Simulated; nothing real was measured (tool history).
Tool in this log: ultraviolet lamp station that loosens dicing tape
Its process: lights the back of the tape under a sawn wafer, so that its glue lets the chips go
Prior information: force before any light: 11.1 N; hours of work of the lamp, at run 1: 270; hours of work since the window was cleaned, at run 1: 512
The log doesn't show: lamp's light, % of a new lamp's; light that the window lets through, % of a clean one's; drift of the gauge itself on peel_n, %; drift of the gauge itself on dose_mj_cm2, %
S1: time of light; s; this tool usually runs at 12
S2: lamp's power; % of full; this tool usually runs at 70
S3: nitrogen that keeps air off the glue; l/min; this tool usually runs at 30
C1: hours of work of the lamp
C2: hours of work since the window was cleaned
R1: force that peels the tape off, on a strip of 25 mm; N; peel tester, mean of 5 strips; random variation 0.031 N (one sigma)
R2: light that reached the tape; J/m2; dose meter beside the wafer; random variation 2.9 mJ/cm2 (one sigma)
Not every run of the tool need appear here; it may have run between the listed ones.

| run | hour | S1 | S2 | S3 | C1 | C2 | R1 | R2 |
|---|---|---|---|---|---|---|---|---|
| 1 | 0.0 | 12 | 70 | 30 | 270 | 512 | 2.406 | 3110 |
|  | 28.9 | window cleaned of glue's vapour |
| 2 | 35.0 | 12 | 70 | 30 | 295 | 4 | 2.064 | 3500 |
| 3 | 56.3 | 12 | 70 | 30 | 311 | 20 | 1.968 | 3490 |
| 4 | 77.8 | 12 | 70 | 30 | 326 | 36 | 2.095 | 3460 |
| 5 | 107.6 | 12 | 75 | 30 | 348 | 58 | 1.908 | 3610 |
| 6 | 135.7 | 12 | 70 | 30 | 369 | 78 | 2.244 | 3350 |
| 7 | 157.9 | 12 | 70 | 18 | 385 | 95 | 2.872 | 3310 |
| 8 | 198.4 | 12 | 74 | 18 | 415 | 124 | 2.821 | 3420 |
| 9 | 238.4 | 12 | 74 | 18 | 444 | 154 | 2.826 | 3260 |
| 10 | 257.8 | 12 | 98 | 30 | 458 | 168 | 1.443 | 4290 |
| 11 | 281.5 | 12 | 73 | 30 | 476 | 185 | 2.322 | 3220 |
| 12 | 306.2 | 12 | 73 | 30 | 494 | 203 | 2.388 | 3140 |
| 13 | 340.1 | 12 | 70 | 10 | 519 | 228 | 4.118 | 2950 |
| 14 | 362.4 | 13 | 70 | 10 | 535 | 245 | 3.726 | 3140 |
| 15 | 390.2 | 13 | 70 | 10 | 555 | 265 | 4.026 | 3040 |
| 16 | 413.9 | 12 | 80 | 30 | 573 | 282 | 2.321 | 3240 |
| 17 | 444.3 | 12 | 80 | 30 | 595 | 305 | 2.373 | 3140 |
| 18 | 463.8 | 12 | 66 | 30 | 609 | 319 | 3.079 | 2590 |
| 19 | 498.7 | 14 | 70 | 34 | 635 | 344 | 2.382 | 3080 |
| 20 | 538.9 | 14 | 70 | 34 | 664 | 374 | 2.441 | 3010 |
| 21 | 566.6 | 22 | 79 | 10 | 685 | 394 | 1.941 | 5250 |
| 22 | 601.4 | 22 | 79 | 10 | 710 | 420 | 2.103 | 5120 |
| 23 | 637.8 | 22 | 79 | 10 | 737 | 446 | 2.098 | 4980 |
| 24 | 655.4 | 22 | 92 | 34 | 750 | 459 | 0.698 | 5760 |
| 25 | 695.5 | 22 | 76 | 34 | 779 | 489 | 1.189 | 4650 |
|  | 729.4 | lamp changed |
| 26 | 729.4 | 12 | 66 | 35 | 0 | 513 | 2.014 | 3350 |
|  | 758.8 | window cleaned of glue's vapour |
| 27 | 766.4 | 12 | 83 | 11 | 27 | 6 | 2.158 | 4840 |
| 28 | 804.2 | 14 | 89 | 26 | 55 | 33 | 0.809 | 5900 |
| 29 | 841.8 | 15 | 89 | 26 | 82 | 61 | 0.739 | 6180 |
| 30 | 866.6 | 21 | 89 | 59 | 100 | 79 | 0.281 | 8610 |
| 31 | 907.1 | 23 | 80 | 25 | 130 | 109 | 0.414 | 8380 |
| 32 | 947.5 | 18 | 94 | 33 | 160 | 138 | 0.431 | 7480 |
| 33 | 988.0 | 8 | 94 | 11 | 189 | 168 | 3.419 | 3170 |
| 34 | 1009.3 | 9 | 92 | 11 | 205 | 184 | 3.227 | 3530 |
| 35 | 1026.8 | 9 | 92 | 11 | 218 | 196 | 3.372 | 3480 |
| 36 | 1044.5 | 9 | 92 | 11 | 231 | 209 | 3.218 | 3480 |

Each row is a separate what-if for the run after 36, all from the same tool condition, not one after another. Results?
| A | 1062.3 | 16 | 68 | 30 | 244 | 223 | ? | ? |
| B | 1062.3 | 12 | 90 | 29 | 244 | 223 | ? | ? |
| C | 1062.3 | 17 | 67 | 9 | 244 | 223 | ? | ? |
| D | 1062.3 | 17 | 66 | 9 | 244 | 223 | ? | ? |

| run | R1 | R2 |
|---|---|---|
| A | 1.325 | 4510 |
| B | 1.335 | 4420 |
| C | 2.437 | 4720 |
| D | 2.532 | 4640 |
Without the tool's hidden state the same runs would have given:
| run | R1 | R2 |
|---|---|---|
| A | 0.927 | 5390 |
| B | 0.937 | 5280 |
| C | 1.854 | 5630 |
| D | 1.933 | 5540 |
